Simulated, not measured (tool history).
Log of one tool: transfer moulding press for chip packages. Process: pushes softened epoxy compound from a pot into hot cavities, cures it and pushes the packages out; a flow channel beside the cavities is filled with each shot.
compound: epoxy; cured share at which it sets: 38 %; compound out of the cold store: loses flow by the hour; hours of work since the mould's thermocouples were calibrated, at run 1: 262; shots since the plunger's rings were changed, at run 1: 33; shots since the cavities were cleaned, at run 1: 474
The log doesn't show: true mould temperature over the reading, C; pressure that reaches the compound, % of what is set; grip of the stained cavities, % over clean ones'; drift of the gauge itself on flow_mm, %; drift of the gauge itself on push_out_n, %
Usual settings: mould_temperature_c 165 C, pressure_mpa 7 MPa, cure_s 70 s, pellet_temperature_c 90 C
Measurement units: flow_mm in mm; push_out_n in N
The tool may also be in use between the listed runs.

run   hour  mould_temperature_c  pressure_mpa  cure_s  pellet_temperature_c  hours of work since the mould's thermocouples were calibrated  shots since the plunger's rings were changed  shots since the cavities were cleaned  incoming compound's hours out of the cold store  flow_mm  push_out_n
  1      0                  165             7      70                    90                                                            262                                            33                                    474                                             44.3      568         537
  2   15.2                  165             7      88                    90                                                            273                                           271                                    712                                             16.6      617         475
      28.2  -- cavities cleaned with cleaning compound and waxed
  3   40.9                  165             7      88                    90                                                            290                                           647                                    197                                             37.6      576         386
  4   63.9                  165             7      88                    90                                                            307                                          1006                                    556                                             39.5      558         465
  5   77.9                  165             7      88                    90                                                            317                                          1225                                    775                                             39.4      573         488
      87.6  -- cavities cleaned with cleaning compound and waxed
  6   97.8                  165             7      70                    90                                                            330                                          1512                                    159                                             34.6      582         457
     114.7  -- mould's thermocouples calibrated
  7  115.9                  165             7      70                    97                                                              1                                          1763                                    410                                             28.7      574         522
  8  137.5                  165             7      70                    90                                                             16                                          2100                                    747                                             31.5      565         617
     149.2  -- cavities cleaned with cleaning compound and waxed
  9  166.1                  165             7      70                    90                                                             35                                          2523                                    262                                               32      568         478
 10  196.1                  165             7      70                    90                                                             57                                          2992                                    731                                             11.2      595         611
     208.9  -- cavities cleaned with cleaning compound and waxed
 11  215.8                  165             7      70                    90                                                             69                                          3275                                    107                                             34.2      554         457
     220.5  -- plunger's sealing rings changed
 12  241.3                  165          5.54      70                    90                                                             86                                           325                                    467                                             29.9      532         521
 13  263.8                  165          5.54      70                    90                                                            102                                           676                                    818                                             40.2      510         580
     269.7  -- cavities cleaned with cleaning compound and waxed
 14  284.1                  158             7      71                    90                                                            115                                           969                                    225                                              9.6      633         717
 15  314.7                  165             7      67                    96                                                            137                                          1446                                    702                                             22.5      587         619
     328.4  -- cavities cleaned with cleaning compound and waxed
 16  346.7                  159             7      70                    95                                                            158                                          1923                                    285                                              8.2      614         678
 17  367.4                  165             7      70                    89                                                            173                                          2245                                    607                                             43.7      554         571
     386.5  -- cavities cleaned with cleaning compound and waxed
 18  390.4                  165          6.41      94                    86                                                            188                                          2581                                     61                                             46.9      528         376
 19  414.5                  163          6.41      70                    90                                                            205                                          2958                                    438                                             13.7      575         608
     438.2  -- plunger's sealing rings changed
     449.3  -- cavities cleaned with cleaning compound and waxed
 20  450.1                  163          6.41      70                    90                                                            228                                           162                                     12                                             33.3      574         432
 21  477.8                  163          6.41      70                    90                                                            247                                           595                                    445                                             20.9      578         579
 22  504.2                  161             7      70                    90                                                            266                                          1007                                    857                                             42.5      575         720
     507.5  -- cavities cleaned with cleaning compound and waxed
 23  534.1                  158          6.14      54                    97                                                            286                                          1449                                    414                                              8.7      588        1467
 24  547.8                  158          6.14      54                    97                                                            296                                          1663                                    628                                             26.9      552        1514

Below are 3 alternative next runs, each starting from the tool's condition after run 24. Predict each:
      567  -- cavities cleaned with cleaning compound and waxed
  A   567                  165          6.76      95                    90                                                            308                                          1940                                      0                                             33.7        ?           ?
      567  -- cavities cleaned with cleaning compound and waxed
  B   567                  165          6.85      70                    90                                                            308                                          1940                                      0                                             42.2        ?           ?
      567  -- cavities cleaned with cleaning compound and waxed
  C   567                  165          6.62      62                    90                                                            308                                          1940                                      0                                             17.9        ?           ?

run  flow_mm  push_out_n
  A      560         341
  B      556         401
  C      585         514
With no hidden state in the tool, these same runs would have given:
run  flow_mm  push_out_n
  A      584         335
  B      579         401
  C      610         522

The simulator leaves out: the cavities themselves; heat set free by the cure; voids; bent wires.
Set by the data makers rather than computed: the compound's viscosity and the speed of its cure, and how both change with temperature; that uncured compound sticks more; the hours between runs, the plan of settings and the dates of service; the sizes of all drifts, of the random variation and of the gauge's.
